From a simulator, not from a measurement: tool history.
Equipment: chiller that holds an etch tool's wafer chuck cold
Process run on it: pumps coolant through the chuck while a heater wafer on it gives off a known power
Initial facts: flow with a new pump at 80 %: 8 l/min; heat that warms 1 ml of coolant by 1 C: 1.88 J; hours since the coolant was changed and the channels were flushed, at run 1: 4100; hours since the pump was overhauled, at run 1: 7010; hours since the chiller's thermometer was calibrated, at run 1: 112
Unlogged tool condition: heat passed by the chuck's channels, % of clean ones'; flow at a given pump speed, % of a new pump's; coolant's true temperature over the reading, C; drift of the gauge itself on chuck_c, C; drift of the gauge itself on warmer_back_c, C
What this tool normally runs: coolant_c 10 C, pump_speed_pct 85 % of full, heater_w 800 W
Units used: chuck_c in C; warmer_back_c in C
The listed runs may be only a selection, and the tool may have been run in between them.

run    hour  coolant_c  pump_speed_pct  heater_w  hours since the coolant was changed and the channels were flushed  hours since the pump was overhauled  hours since the chiller's thermometer was calibrated  chuck_c  warmer_back_c
  1     0.0         10              85       800                                                               4100                                 7010                                                   112     19.7           2.98
  2   110.7         10              85       800                                                               4210                                 7121                                                   223     19.6           2.97
  3   233.3         10              85       800                                                               4333                                 7243                                                   346     19.6           2.88
  4   412.7         10              85       800                                                               4512                                 7423                                                   525     19.6           2.96
  5   574.4         10              85       800                                                               4674                                 7584                                                   687     19.6           2.90
  6   716.5         12              85       800                                                               4816                                 7726                                                   829     21.4           2.86
  7   890.8         12              85       800                                                               4990                                 7901                                                  1003     21.6           2.79
  8  1057.4         12              85       800                                                               5157                                 8067                                                  1170     21.7           2.80
  9  1171.1         10              91       800                                                               5271                                 8181                                                  1283     19.2           2.51
 10  1341.3         10              91       527                                                               5441                                 8351                                                  1454     16.0           1.57
 11  1438.3         10              91       527                                                               5538                                 8448                                                  1551     16.0           1.49
 12  1600.1         10              85       474                                                               5700                                 8610                                                  1713     15.7           1.45
 13  1799.4         10              85       474                                                               5899                                 8809                                                  1912     15.7           1.46
     1896.2  -- gauge calibrated
 14  1987.4         10              79       474                                                               6087                                 8997                                                  2100     16.1           1.96
 15  2183.5         10              79       973                                                               6283                                 9193                                                  2296     22.3           3.88
 16  2350.6         10              79       973                                                               6450                                 9360                                                  2463     22.3           3.88
 17  2465.9         10              90       414                                                               6565                                 9476                                                  2578     14.9           1.38
 18  2634.7          4              85       800                                                               6734                                 9645                                                  2747     13.6           2.88
     2722.0  -- coolant changed, channels flushed
 19  2754.0          1              86       676                                                                 32                                 9758                                                  2860      9.2           2.31
 20  2918.4         10              63       581                                                                196                                 9922                                                  3025     18.6           2.86
 21  3122.8         10              63       581                                                                401                                10127                                                  3229     18.6           2.86
 22  3306.7         10              85       517                                                                585                                10311                                                  3413     16.2           1.65
 23  3457.2         10              79       517                                                                735                                10461                                                  3564     16.4           1.81
 24  3608.4         10              79       517                                                                886                                10612                                                  3715     16.6           1.79
 25  3738.3         10              79       517                                                               1016                                10742                                                  3845     16.6           1.76
 26  3827.5         10              85       429                                                               1105                                10831                                                  3934     14.9           1.24
     3913.2  -- coolant pump overhauled
 27  3954.6         10              64      1002                                                               1228                                   41                                                  4056     24.9           4.74
 28  4099.0         10              61       800                                                               1372                                  186                                                  4200     22.3           3.93
 29  4233.6         10              89       677                                                               1507                                  320                                                  4335     17.9           2.00
     4267.1  -- chiller's thermometer calibrated
 30  4408.8         16              95       657                                                               1681                                  495                                                   142     23.3           1.70
 31  4573.2         16              95       657                                                               1845                                  659                                                   306     23.3           1.65

Each row is a separate what-if for the run after 31, all from the same tool condition, not one after another. Results?
  A  4747.9         13              63       686                                                               2020                                  834                                                   481        ?              ?
  B  4747.9         16              83       657                                                               2020                                  834                                                   481        ?              ?
  C  4747.9         19              85       800                                                               2020                                  834                                                   481        ?              ?

run  chuck_c  warmer_back_c
  A     23.1           3.07
  B     24.0           1.94
  C     28.6           2.45
What these runs would have given with no unlogged condition in the tool:
run  chuck_c  warmer_back_c
  A     23.1           3.59
  B     24.0           2.46
  C     28.6           2.98

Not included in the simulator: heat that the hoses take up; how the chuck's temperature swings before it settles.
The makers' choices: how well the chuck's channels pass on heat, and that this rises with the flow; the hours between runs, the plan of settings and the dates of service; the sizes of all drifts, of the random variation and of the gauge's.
